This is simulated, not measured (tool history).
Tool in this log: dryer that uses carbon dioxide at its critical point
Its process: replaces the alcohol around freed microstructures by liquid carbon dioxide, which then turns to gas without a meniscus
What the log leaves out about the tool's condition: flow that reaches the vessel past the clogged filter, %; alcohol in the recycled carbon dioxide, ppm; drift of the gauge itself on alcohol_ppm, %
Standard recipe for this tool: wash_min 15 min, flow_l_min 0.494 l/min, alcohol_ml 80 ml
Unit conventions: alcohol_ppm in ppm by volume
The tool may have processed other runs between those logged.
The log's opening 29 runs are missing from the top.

run	hour	wash_min	flow_l_min	alcohol_ml	hours of work since the filter was changed	hours of work since the purifier's bed was changed	alcohol_ppm
30	351.7	14	0.354	40	86	171	722
31	361.6	14	0.354	40	89	174	711
32	377.4	15	0.494	34	95	180	118
33	385.1	17	0.485	80	98	183	150
34	396.2	15	0.835	98	102	187	53
35	410.8	15	0.364	80	107	192	971
36	423.1	19	0.715	89	111	196	42
37	430.8	14	0.471	36	114	199	216
38	444.1	14	0.471	36	119	204	233
39	451.8	14	0.471	36	121	207	211
40	460.2	12	0.71	80	124	210	143
41	467.1	19	0.399	26	127	212	108
42	476.3	23	0.42	41	130	215	61
43	491.6	23	0.606	41	136	221	54
44	503	23	0.606	41	140	225	47
45	509.7	22	0.494	80	142	227	69
46	517.2	22	0.494	80	145	230	68

Alternative continuations, all from the tool just after run 46; predict every row:
A	525.6	16	0.494	83	148	233	?
B	525.6	11	0.494	22	148	233	?
C	525.6	21	0.323	52	148	233	?
D	525.6	10	0.409	50	148	233	?
E	525.6	13	0.371	65	148	233	?

run	alcohol_ppm
A	205
B	340
C	259
D	1895
E	1361
Stripped of hidden state, with their random variation kept, the same runs would have yielded:
run	alcohol_ppm
A	127
B	254
C	176
D	1664
E	1162
